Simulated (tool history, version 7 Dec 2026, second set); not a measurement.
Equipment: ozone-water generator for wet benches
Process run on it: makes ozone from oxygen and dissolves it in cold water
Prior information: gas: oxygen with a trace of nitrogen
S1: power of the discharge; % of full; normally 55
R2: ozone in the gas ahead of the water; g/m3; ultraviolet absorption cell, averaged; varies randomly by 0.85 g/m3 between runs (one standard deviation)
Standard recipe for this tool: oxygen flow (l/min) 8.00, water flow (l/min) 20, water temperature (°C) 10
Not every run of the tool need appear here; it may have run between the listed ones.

{"run": 1, "hour": 0.0, "S1": 55, "oxygen flow (l/min)": 8.0, "water flow (l/min)": 20, "water temperature (°C)": 10, "dissolved ozone (ppm)": 18.5, "R2": 125.9}
{"run": 2, "hour": 108.5, "S1": 55, "oxygen flow (l/min)": 8.0, "water flow (l/min)": 20, "water temperature (°C)": 10, "dissolved ozone (ppm)": 18.6, "R2": 127.9}
{"run": 3, "hour": 177.8, "S1": 55, "oxygen flow (l/min)": 8.0, "water flow (l/min)": 20, "water temperature (°C)": 10, "dissolved ozone (ppm)": 18.1, "R2": 126.6}
{"run": 4, "hour": 279.6, "S1": 55, "oxygen flow (l/min)": 8.0, "water flow (l/min)": 20, "water temperature (°C)": 10, "dissolved ozone (ppm)": 18.3, "R2": 125.7}
{"run": 5, "hour": 381.6, "S1": 55, "oxygen flow (l/min)": 6.41, "water flow (l/min)": 20, "water temperature (°C)": 10, "dissolved ozone (ppm)": 18.4, "R2": 141.6}
{"run": 6, "hour": 483.1, "S1": 55, "oxygen flow (l/min)": 8.0, "water flow (l/min)": 20, "water temperature (°C)": 10, "dissolved ozone (ppm)": 18.1, "R2": 121.8}
{"run": 7, "hour": 599.7, "S1": 55, "oxygen flow (l/min)": 8.0, "water flow (l/min)": 20, "water temperature (°C)": 10, "dissolved ozone (ppm)": 17.7, "R2": 124.0}
{"run": 8, "hour": 667.5, "S1": 55, "oxygen flow (l/min)": 12.48, "water flow (l/min)": 20, "water temperature (°C)": 10, "dissolved ozone (ppm)": 16.6, "R2": 95.3}
{"run": 9, "hour": 749.7, "S1": 55, "oxygen flow (l/min)": 4.34, "water flow (l/min)": 20, "water temperature (°C)": 10, "dissolved ozone (ppm)": 17.6, "R2": 175.2}
{"run": 10, "hour": 802.3, "S1": 55, "oxygen flow (l/min)": 10.57, "water flow (l/min)": 20, "water temperature (°C)": 10, "dissolved ozone (ppm)": 17.4, "R2": 104.2}
{"run": 11, "hour": 864.1, "S1": 55, "oxygen flow (l/min)": 8.0, "water flow (l/min)": 20, "water temperature (°C)": 10, "dissolved ozone (ppm)": 17.5, "R2": 122.7}
{"hour": 970.1, "done": "contactor cleaned"}
{"run": 12, "hour": 984.7, "S1": 55, "oxygen flow (l/min)": 8.0, "water flow (l/min)": 20, "water temperature (°C)": 10, "dissolved ozone (ppm)": 18.7, "R2": 122.1}
{"run": 13, "hour": 1102.9, "S1": 55, "oxygen flow (l/min)": 8.0, "water flow (l/min)": 20, "water temperature (°C)": 10, "dissolved ozone (ppm)": 18.5, "R2": 121.9}
{"run": 14, "hour": 1160.2, "S1": 55, "oxygen flow (l/min)": 8.0, "water flow (l/min)": 20, "water temperature (°C)": 10, "dissolved ozone (ppm)": 18.7, "R2": 121.9}
{"run": 15, "hour": 1282.5, "S1": 55, "oxygen flow (l/min)": 8.0, "water flow (l/min)": 20, "water temperature (°C)": 10, "dissolved ozone (ppm)": 18.4, "R2": 120.3}
{"hour": 1324.8, "done": "water thermometer calibrated"}
{"run": 16, "hour": 1402.5, "S1": 55, "oxygen flow (l/min)": 8.0, "water flow (l/min)": 20, "water temperature (°C)": 10, "dissolved ozone (ppm)": 18.6, "R2": 121.7}
{"run": 17, "hour": 1498.0, "S1": 55, "oxygen flow (l/min)": 10.84, "water flow (l/min)": 20, "water temperature (°C)": 10, "dissolved ozone (ppm)": 17.8, "R2": 100.5}
{"run": 18, "hour": 1582.1, "S1": 57, "oxygen flow (l/min)": 9.55, "water flow (l/min)": 20, "water temperature (°C)": 6, "dissolved ozone (ppm)": 19.6, "R2": 109.2}
{"run": 19, "hour": 1662.8, "S1": 55, "oxygen flow (l/min)": 8.98, "water flow (l/min)": 20, "water temperature (°C)": 9, "dissolved ozone (ppm)": 18.2, "R2": 112.4}
{"run": 20, "hour": 1780.5, "S1": 55, "oxygen flow (l/min)": 8.98, "water flow (l/min)": 20, "water temperature (°C)": 9, "dissolved ozone (ppm)": 18.2, "R2": 109.4}
{"run": 21, "hour": 1906.2, "S1": 55, "oxygen flow (l/min)": 8.98, "water flow (l/min)": 20, "water temperature (°C)": 9, "dissolved ozone (ppm)": 18.2, "R2": 111.0}
{"run": 22, "hour": 2013.6, "S1": 45, "oxygen flow (l/min)": 7.35, "water flow (l/min)": 20, "water temperature (°C)": 10, "dissolved ozone (ppm)": 16.1, "R2": 111.7}
{"run": 23, "hour": 2106.4, "S1": 55, "oxygen flow (l/min)": 4.71, "water flow (l/min)": 20, "water temperature (°C)": 7, "dissolved ozone (ppm)": 18.3, "R2": 158.8}
{"run": 24, "hour": 2176.8, "S1": 55, "oxygen flow (l/min)": 11.56, "water flow (l/min)": 32, "water temperature (°C)": 10, "dissolved ozone (ppm)": 11.8, "R2": 94.8}
{"run": 25, "hour": 2257.8, "S1": 55, "oxygen flow (l/min)": 11.56, "water flow (l/min)": 32, "water temperature (°C)": 10, "dissolved ozone (ppm)": 11.8, "R2": 94.4}
{"run": 26, "hour": 2380.6, "S1": 55, "oxygen flow (l/min)": 7.27, "water flow (l/min)": 20, "water temperature (°C)": 8, "dissolved ozone (ppm)": 18.3, "R2": 121.8}
{"run": 27, "hour": 2504.0, "S1": 78, "oxygen flow (l/min)": 7.27, "water flow (l/min)": 20, "water temperature (°C)": 17, "dissolved ozone (ppm)": 18.5, "R2": 143.3}
{"run": 28, "hour": 2614.2, "S1": 78, "oxygen flow (l/min)": 5.88, "water flow (l/min)": 20, "water temperature (°C)": 7, "dissolved ozone (ppm)": 21.3, "R2": 162.8}
{"run": 29, "hour": 2690.9, "S1": 96, "oxygen flow (l/min)": 6.22, "water flow (l/min)": 26, "water temperature (°C)": 7, "dissolved ozone (ppm)": 18.5, "R2": 172.9}
{"run": 30, "hour": 2814.0, "S1": 55, "oxygen flow (l/min)": 6.36, "water flow (l/min)": 20, "water temperature (°C)": 6, "dissolved ozone (ppm)": 18.4, "R2": 130.5}
{"run": 31, "hour": 2916.7, "S1": 55, "oxygen flow (l/min)": 6.36, "water flow (l/min)": 20, "water temperature (°C)": 6, "dissolved ozone (ppm)": 18.2, "R2": 129.6}

Run 32, settings as shown, results not yet in. Your forecast:
{"run": 32, "hour": 2996.0, "S1": 55, "oxygen flow (l/min)": 6.36, "water flow (l/min)": 20, "water temperature (°C)": 6, "dissolved ozone (ppm)": "?", "R2": "?"}

dissolved ozone (ppm): 17.9
R2: 128.4 g/m3
If the tool had no hidden condition, the same run with the same run-to-run variation would have returned dissolved ozone (ppm) 22.3, R2 154.7 g/m3.
